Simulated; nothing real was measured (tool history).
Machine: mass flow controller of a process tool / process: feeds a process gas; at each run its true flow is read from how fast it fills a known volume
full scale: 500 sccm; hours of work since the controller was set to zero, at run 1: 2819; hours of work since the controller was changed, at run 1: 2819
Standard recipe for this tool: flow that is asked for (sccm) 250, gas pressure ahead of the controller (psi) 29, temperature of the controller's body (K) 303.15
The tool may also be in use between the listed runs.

run    hour  flow that is asked for (sccm)  gas pressure ahead of the controller (psi)  temperature of the controller's body (K)  hours of work since the controller was set to zero  hours of work since the controller was changed  true flow (%)
  1       0                            250                                          29                                    303.15                                                2819                                            2819          98.85
  2    94.9                            250                                          29                                    295.15                                                2872                                            2872          97.91
  3   156.2                            250                                          29                                    295.15                                                2906                                            2906          98.02
  4   246.5                            250                                          29                                    303.15                                                2956                                            2956          98.85
  5   337.4                            250                                          29                                    303.15                                                3006                                            3006          98.85
  6     421                            250                                          29                                    303.15                                                3053                                            3053          98.89
  7   556.3                            250                                          29                                    303.15                                                3128                                            3128          98.85
  8   636.2                            250                                          29                                    303.15                                                3172                                            3172          98.92
  9   762.6                            250                                          29                                    303.15                                                3242                                            3242          98.85
 10   882.1                            250                                        39.2                                    303.15                                                3309                                            3309          98.51
 11   985.3                            250                                        23.1                                    303.15                                                3366                                            3366          99.06
 12  1110.8                             90                                          29                                    303.15                                                3435                                            3435          97.69
 13  1206.1                            250                                          29                                    303.15                                                3488                                            3488          98.82
 14  1337.7                            250                                        25.4                                    303.15                                                3561                                            3561          99.08
 15  1425.6                            250                                        25.4                                    303.15                                                3610                                            3610          99.02
 16  1554.2                            250                                          29                                    303.15                                                3681                                            3681          98.92
 17  1618.8                            250                                          29                                    303.15                                                3717                                            3717           98.9
 18  1720.7                            250                                          29                                    303.15                                                3774                                            3774          98.83
 19  1849.6                            250                                          29                                    303.15                                                3845                                            3845          98.88
 20  1967.2                            250                                          29                                    303.15                                                3910                                            3910          98.81
 21  2031.8                            250                                        20.9                                    302.15                                                3946                                            3946          98.94
 22  2134.3                            145                                        21.9                                    302.15                                                4003                                            4003          98.18
 23  2223.1                            250                                        23.6                                    313.15                                                4052                                            4052         100.41
 24  2357.6                            136                                          36                                    306.15                                                4127                                            4127          98.29
 25  2495.5                            135                                          29                                    303.15                                                4204                                            4204          98.02
       2553  -- controller's zero set anew
 26  2611.6                            413                                          29                                    303.15                                                  32                                            4268          99.99
 27  2672.9                            188                                        23.2                                    303.15                                                  67                                            4302           98.6
 28  2786.2                            188                                        23.2                                    303.15                                                 129                                            4365          98.63
 29  2873.2                             51                                        20.5                                    303.15                                                 178                                            4413          97.69
 30    2965                             51                                        22.6                                    305.15                                                 229                                            4464          97.84
 31  3059.6                             51                                        22.6                                    305.15                                                 281                                            4516          97.99
 32  3144.7                            175                                        24.7                                    297.15                                                 328                                            4563          97.82
 33  3216.2                            250                                        40.5                                    301.15                                                 368                                            4603          98.25
 34    3312                            250                                        24.9                                    311.15                                                 421                                            4656          99.96
 35  3389.9                            326                                          35                                    311.15                                                 464                                            4699         100.14
 36  3505.6                             96                                        20.6                                    301.15                                                 528                                            4764          97.89
 37  3630.1                             96                                        39.2                                    298.15                                                 598                                            4833          96.86
 38  3769.2                             96                                        33.8                                    299.15                                                 675                                            4910          97.12
 39  3838.3                             97                                        21.9                                    300.15                                                 713                                            4948          97.76
 40  3929.3                             94                                        36.4                                    303.15                                                 764                                            4999          97.68

Take each entry between the runs: how does the hidden state at the last listed run before it differ from the hidden state at the first listed run after it?
Logged between run 25 and run 26: controller's zero set anew (hour 2553)
  flow at rest that the sensor doesn't see, % of full scale: -0.002 -> 0
